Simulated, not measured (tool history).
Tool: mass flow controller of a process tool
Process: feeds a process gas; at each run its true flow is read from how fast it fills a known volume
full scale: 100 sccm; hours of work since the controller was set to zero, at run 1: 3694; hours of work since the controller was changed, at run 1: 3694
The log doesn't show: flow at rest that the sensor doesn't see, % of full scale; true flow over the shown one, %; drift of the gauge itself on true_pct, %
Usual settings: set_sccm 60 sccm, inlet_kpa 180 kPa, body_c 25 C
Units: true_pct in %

run	hour	set_sccm	inlet_kpa	body_c	hours of work since the controller was set to zero	hours of work since the controller was changed	true_pct
1	0.0	60	180	25	3694	3694	98.76
2	275.6	60	180	22	3910	3910	98.53
3	561.2	60	180	25	4133	4133	98.57
4	844.6	60	180	25	4355	4355	98.30
5	1009.8	60	180	36	4484	4484	98.86
6	1294.9	60	180	36	4707	4707	98.83
7	1452.2	60	180	36	4830	4830	98.58
8	1734.7	60	180	36	5051	5051	98.48
9	1912.8	60	180	36	5191	5191	98.40
10	2122.7	60	180	36	5355	5355	98.22
11	2292.1	60	180	36	5488	5488	98.02
# hour 2398.3: controller's zero set anew
12	2483.1	60	180	36	66	5637	97.94
13	2742.3	68	180	36	269	5839	97.79
14	2914.3	68	180	36	404	5974	97.83
15	3184.9	29	264	32	616	6186	96.67
16	3465.0	29	264	32	835	6405	96.57
# hour 3547.6: gauge calibrated
17	3678.2	66	230	32	1001	6572	99.79
18	3941.9	74	180	36	1208	6778	99.74
19	4091.0	35	261	25	1324	6895	98.53
20	4224.4	35	234	21	1429	6999	97.84
21	4389.0	35	234	21	1558	7128	97.84
22	4539.6	35	234	21	1675	7246	97.63
23	4685.5	35	234	21	1790	7360	97.37
24	4890.7	35	210	22	1950	7520	97.37
25	5028.8	15	190	20	2058	7628	96.54
26	5257.3	15	190	20	2237	7807	96.45
27	5508.4	17	253	26	2433	8004	96.88
28	5700.7	60	209	25	2584	8154	97.49

Forecast each of these 4 alternatives for the next run:
A	5987.8	17	243	38	2809	8379	?
B	5987.8	60	180	38	2809	8379	?
C	5987.8	54	189	25	2809	8379	?
D	5987.8	50	180	22	2809	8379	?

run	true_pct
A	97.51
B	98.12
C	97.01
D	96.74
Without the tool's hidden state the same runs would have given:
run	true_pct
A	99.33
B	99.95
C	98.83
D	98.54
